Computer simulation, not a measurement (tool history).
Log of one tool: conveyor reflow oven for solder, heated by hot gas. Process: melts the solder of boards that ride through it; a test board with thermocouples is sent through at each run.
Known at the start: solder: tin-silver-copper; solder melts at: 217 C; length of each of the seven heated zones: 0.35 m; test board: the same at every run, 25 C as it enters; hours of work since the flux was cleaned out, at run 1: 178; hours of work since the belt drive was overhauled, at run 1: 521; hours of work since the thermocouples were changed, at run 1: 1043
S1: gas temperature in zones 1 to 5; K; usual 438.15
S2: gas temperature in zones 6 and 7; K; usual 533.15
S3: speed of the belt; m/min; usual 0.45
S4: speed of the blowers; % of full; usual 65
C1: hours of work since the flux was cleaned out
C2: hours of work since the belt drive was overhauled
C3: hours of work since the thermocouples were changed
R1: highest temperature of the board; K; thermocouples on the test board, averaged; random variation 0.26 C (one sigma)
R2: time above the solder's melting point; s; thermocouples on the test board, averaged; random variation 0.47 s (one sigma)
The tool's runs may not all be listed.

run 1 hour=0 | S1=438.15 S2=533.15 S3=0.45 S4=65 | C1=178 C2=521 C3=1043 | R1=517.35 R2=57.3
run 2 hour=38.3 | S1=438.15 S2=533.15 S3=0.45 S4=65 | C1=205 C2=548 C3=1071 | R1=516.35 R2=57.4
-- hour=53.3 thermocouples of zones 6 and 7 changed
run 3 hour=79.4 | S1=438.15 S2=533.15 S3=0.45 S4=65 | C1=233 C2=576 C3=19 | R1=514.15 R2=53.9
run 4 hour=119.7 | S1=438.15 S2=533.15 S3=0.45 S4=65 | C1=261 C2=605 C3=47 | R1=514.15 R2=52.8
run 5 hour=163.1 | S1=438.15 S2=539.15 S3=0.45 S4=65 | C1=292 C2=636 C3=78 | R1=518.65 R2=58.5
run 6 hour=198.2 | S1=429.15 S2=533.15 S3=0.45 S4=65 | C1=317 C2=661 C3=103 | R1=511.05 R2=46.6
run 7 hour=236.8 | S1=425.15 S2=533.15 S3=0.45 S4=65 | C1=345 C2=688 C3=131 | R1=510.25 R2=44
-- hour=265.3 flux residue cleaned out of gas plates and filters
run 8 hour=276.5 | S1=438.15 S2=533.15 S3=0.45 S4=65 | C1=8 C2=713 C3=155 | R1=516.75 R2=58.5
run 9 hour=314.3 | S1=438.15 S2=533.15 S3=0.45 S4=65 | C1=35 C2=740 C3=182 | R1=516.55 R2=58.7
run 10 hour=334.7 | S1=438.15 S2=533.15 S3=0.45 S4=65 | C1=49 C2=754 C3=197 | R1=516.35 R2=58.3
run 11 hour=361.9 | S1=427.15 S2=533.15 S3=0.45 S4=65 | C1=69 C2=773 C3=216 | R1=514.15 R2=51.4
run 12 hour=381.5 | S1=438.15 S2=533.15 S3=0.45 S4=65 | C1=83 C2=787 C3=230 | R1=516.35 R2=58.1
run 13 hour=413.9 | S1=438.15 S2=533.15 S3=0.45 S4=65 | C1=106 C2=811 C3=253 | R1=516.15 R2=57.5
run 14 hour=440.6 | S1=438.15 S2=542.15 S3=0.45 S4=65 | C1=125 C2=829 C3=272 | R1=523.95 R2=65.4
run 15 hour=484.8 | S1=445.15 S2=533.15 S3=0.45 S4=65 | C1=156 C2=861 C3=303 | R1=517.45 R2=62.2
run 16 hour=522 | S1=438.15 S2=533.15 S3=0.378 S4=65 | C1=183 C2=887 C3=330 | R1=521.05 R2=78
run 17 hour=547.5 | S1=438.15 S2=542.15 S3=0.447 S4=65 | C1=201 C2=906 C3=348 | R1=523.65 R2=65.5
run 18 hour=573.1 | S1=438.15 S2=545.15 S3=0.441 S4=65 | C1=219 C2=924 C3=366 | R1=527.05 R2=70.2
run 19 hour=601.3 | S1=449.15 S2=539.15 S3=0.45 S4=65 | C1=239 C2=944 C3=386 | R1=522.15 R2=69.1
run 20 hour=620.4 | S1=438.15 S2=533.15 S3=0.444 S4=65 | C1=253 C2=957 C3=400 | R1=515.35 R2=57.2
run 21 hour=643 | S1=438.15 S2=533.15 S3=0.389 S4=65 | C1=269 C2=974 C3=416 | R1=519.55 R2=72.8
run 22 hour=686.3 | S1=438.15 S2=533.15 S3=0.389 S4=65 | C1=300 C2=1004 C3=447 | R1=519.95 R2=73.5
run 23 hour=720.8 | S1=452.15 S2=540.15 S3=0.479 S4=77 | C1=324 C2=1029 C3=471 | R1=523.25 R2=66.8
run 24 hour=748.8 | S1=452.15 S2=540.15 S3=0.479 S4=77 | C1=344 C2=1049 C3=491 | R1=523.15 R2=66.9
run 25 hour=770.5 | S1=444.15 S2=533.15 S3=0.444 S4=83 | C1=360 C2=1064 C3=507 | R1=518.85 R2=64.8
-- hour=779.2 flux residue cleaned out of gas plates and filters
run 26 hour=814.9 | S1=444.15 S2=533.15 S3=0.444 S4=75 | C1=25 C2=1092 C3=535 | R1=520.95 R2=68.3
run 27 hour=841.9 | S1=424.15 S2=535.15 S3=0.45 S4=65 | C1=45 C2=1112 C3=554 | R1=516.85 R2=54.8
run 28 hour=870.1 | S1=438.15 S2=526.15 S3=0.426 S4=65 | C1=65 C2=1132 C3=574 | R1=513.55 R2=58.6
run 29 hour=915.3 | S1=438.15 S2=540.15 S3=0.517 S4=65 | C1=97 C2=1164 C3=606 | R1=518.25 R2=51.2
run 30 hour=961.7 | S1=438.15 S2=533.15 S3=0.441 S4=65 | C1=130 C2=1197 C3=639 | R1=517.85 R2=62.8
run 31 hour=986.9 | S1=425.15 S2=533.15 S3=0.499 S4=65 | C1=148 C2=1215 C3=657 | R1=510.75 R2=40.8

4 ways to go on from here, each from the tool as it stands after run 31. What would each give?
run A hour=1011.6 | S1=446.15 S2=533.15 S3=0.499 S4=54 | C1=165 C2=1232 C3=675 | R1=? R2=?
run B hour=1011.6 | S1=438.15 S2=533.15 S3=0.45 S4=79 | C1=165 C2=1232 C3=675 | R1=? R2=?
run C hour=1011.6 | S1=425.15 S2=535.15 S3=0.486 S4=65 | C1=165 C2=1232 C3=675 | R1=? R2=?
run D hour=1011.6 | S1=439.15 S2=538.15 S3=0.499 S4=65 | C1=165 C2=1232 C3=675 | R1=? R2=?

run=A R1=512.75 R2=50
run=B R1=518.75 R2=62.1
run=C R1=513.55 R2=45.9
run=D R1=518.15 R2=52.4
Without the tool's hidden state the same runs would have given:
run=A R1=511.65 R2=47.1
run=B R1=517.75 R2=59.3
run=C R1=512.65 R2=43.5
run=D R1=517.25 R2=49.8
